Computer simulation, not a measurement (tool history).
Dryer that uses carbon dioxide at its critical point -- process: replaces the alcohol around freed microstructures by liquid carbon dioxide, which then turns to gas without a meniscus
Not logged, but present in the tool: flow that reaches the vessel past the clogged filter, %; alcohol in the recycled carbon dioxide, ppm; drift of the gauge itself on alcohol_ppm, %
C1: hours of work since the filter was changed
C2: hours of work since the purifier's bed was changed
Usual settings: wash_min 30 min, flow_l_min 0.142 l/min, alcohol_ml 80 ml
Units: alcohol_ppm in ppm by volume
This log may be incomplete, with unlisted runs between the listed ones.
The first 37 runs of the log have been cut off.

Run 38, hour 575.0: usual settings but wash_min 34 min, flow_l_min 0.130 l/min, alcohol_ml 24 ml; C1 24; C2 399. Result: alcohol_ppm 69 ppm by volume.
Run 39, hour 593.0: usual settings but wash_min 46 min, alcohol_ml 33 ml; C1 31; C2 406. Result: alcohol_ppm 58 ppm by volume.
Run 40, hour 611.8: usual settings but wash_min 46 min, flow_l_min 0.097 l/min, alcohol_ml 105 ml; C1 39; C2 414. Result: alcohol_ppm 122 ppm by volume.
Run 41, hour 622.8: usual settings but wash_min 27 min, flow_l_min 0.209 l/min, alcohol_ml 106 ml; C1 43; C2 418. Result: alcohol_ppm 66 ppm by volume.
Run 42, hour 645.9: usual settings but wash_min 24 min, flow_l_min 0.231 l/min, alcohol_ml 22 ml; C1 52; C2 427. Result: alcohol_ppm 70 ppm by volume.
Run 43, hour 659.4: usual settings but wash_min 25 min, flow_l_min 0.128 l/min, alcohol_ml 28 ml; C1 58; C2 433. Result: alcohol_ppm 212 ppm by volume.
Run 44, hour 669.8: usual settings but wash_min 32 min, flow_l_min 0.216 l/min, alcohol_ml 73 ml; C1 62; C2 437. Result: alcohol_ppm 66 ppm by volume.
Run 45, hour 691.7: usual settings but wash_min 21 min, alcohol_ml 50 ml; C1 70; C2 445. Result: alcohol_ppm 462 ppm by volume.
Run 46, hour 706.1: usual settings but flow_l_min 0.105 l/min; C1 76; C2 451. Result: alcohol_ppm 527 ppm by volume.

5 ways to go on from here, each from the tool as it stands after run 46. What would each give?
Run A, hour 721.5: usual settings but wash_min 19 min, flow_l_min 0.145 l/min, alcohol_ml 34 ml; C1 82; C2 457. Result: alcohol_ppm ?.
Run B, hour 721.5: usual settings but wash_min 27 min, alcohol_ml 21 ml; C1 82; C2 457. Result: alcohol_ppm ?.
Run C, hour 721.5: usual settings but wash_min 25 min, flow_l_min 0.219 l/min, alcohol_ml 90 ml; C1 82; C2 457. Result: alcohol_ppm ?.
Run D, hour 721.5: usual settings but flow_l_min 0.133 l/min, alcohol_ml 102 ml; C1 82; C2 457. Result: alcohol_ppm ?.
Run E, hour 721.5: usual settings but flow_l_min 0.115 l/min, alcohol_ml 120 ml; C1 82; C2 457. Result: alcohol_ppm ?.

run  alcohol_ppm
  A          459
  B          104
  C           76
  D          187
  E          477
With no hidden state in the tool, these same runs would have given:
run  alcohol_ppm
  A          328
  B           34
  C           13
  D           95
  E          329
